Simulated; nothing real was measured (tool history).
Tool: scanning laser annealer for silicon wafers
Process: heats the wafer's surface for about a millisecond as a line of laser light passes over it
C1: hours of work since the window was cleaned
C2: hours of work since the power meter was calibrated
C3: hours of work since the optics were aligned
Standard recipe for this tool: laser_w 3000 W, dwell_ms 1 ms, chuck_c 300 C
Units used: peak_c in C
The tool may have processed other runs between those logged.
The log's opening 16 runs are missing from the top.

run 17 hour=409.8 | laser_w=3261 dwell_ms=1.09 chuck_c=302 | C1=731 C2=622 C3=649 | peak_c=1141
run 18 hour=433.8 | laser_w=3261 dwell_ms=1.09 chuck_c=302 | C1=745 C2=636 C3=663 | peak_c=1142
run 19 hour=448.1 | laser_w=3261 dwell_ms=1.09 chuck_c=302 | C1=753 C2=644 C3=672 | peak_c=1141
run 20 hour=462.4 | laser_w=3000 dwell_ms=1.16 chuck_c=300 | C1=762 C2=653 C3=680 | peak_c=1076
run 21 hour=491 | laser_w=3000 dwell_ms=1.1 chuck_c=333 | C1=778 C2=669 C3=697 | peak_c=1087
run 22 hour=517.2 | laser_w=3000 dwell_ms=1.1 chuck_c=333 | C1=794 C2=685 C3=712 | peak_c=1090
run 23 hour=534.4 | laser_w=2825 dwell_ms=1 chuck_c=266 | C1=804 C2=695 C3=722 | peak_c=932
run 24 hour=565.9 | laser_w=3000 dwell_ms=1.25 chuck_c=323 | C1=822 C2=713 C3=740 | peak_c=1127
run 25 hour=587.9 | laser_w=2942 dwell_ms=0.91 chuck_c=315 | C1=835 C2=726 C3=753 | peak_c=986
run 26 hour=621.5 | laser_w=2654 dwell_ms=0.93 chuck_c=335 | C1=855 C2=746 C3=773 | peak_c=927
run 27 hour=641 | laser_w=3058 dwell_ms=1.17 chuck_c=281 | C1=866 C2=757 C3=784 | peak_c=1076
run 28 hour=661.9 | laser_w=3253 dwell_ms=0.72 chuck_c=262 | C1=878 C2=769 C3=797 | peak_c=946
run 29 hour=689.1 | laser_w=3253 dwell_ms=0.72 chuck_c=262 | C1=894 C2=785 C3=813 | peak_c=946
run 30 hour=723.5 | laser_w=3253 dwell_ms=0.72 chuck_c=262 | C1=914 C2=805 C3=833 | peak_c=944
run 31 hour=757.3 | laser_w=2772 dwell_ms=0.92 chuck_c=262 | C1=934 C2=825 C3=852 | peak_c=886
run 32 hour=785.5 | laser_w=2634 dwell_ms=1 chuck_c=300 | C1=951 C2=842 C3=869 | peak_c=905
run 33 hour=806.1 | laser_w=2634 dwell_ms=1 chuck_c=300 | C1=963 C2=854 C3=881 | peak_c=906
-- hour=820.2 window over the wafer cleaned
run 34 hour=826.8 | laser_w=3000 dwell_ms=1.03 chuck_c=300 | C1=4 C2=865 C3=892 | peak_c=1056
run 35 hour=850.2 | laser_w=3000 dwell_ms=0.86 chuck_c=268 | C1=18 C2=878 C3=906 | peak_c=960
run 36 hour=876.7 | laser_w=3000 dwell_ms=0.86 chuck_c=268 | C1=33 C2=894 C3=921 | peak_c=962
run 37 hour=891.8 | laser_w=3215 dwell_ms=0.77 chuck_c=280 | C1=42 C2=903 C3=930 | peak_c=999

Branching from run 37: 3 alternative next runs. What would each branch give?
run A hour=912.6 | laser_w=2920 dwell_ms=1.15 chuck_c=280 | C1=54 C2=915 C3=942 | peak_c=?
run B hour=912.6 | laser_w=2914 dwell_ms=1 chuck_c=300 | C1=54 C2=915 C3=942 | peak_c=?
run C hour=912.6 | laser_w=3090 dwell_ms=1 chuck_c=272 | C1=54 C2=915 C3=942 | peak_c=?

run=A peak_c=1047
run=B peak_c=1015
run=C peak_c=1047
What these runs would have given with no unlogged condition in the tool:
run=A peak_c=1061
run=B peak_c=1028
run=C peak_c=1061
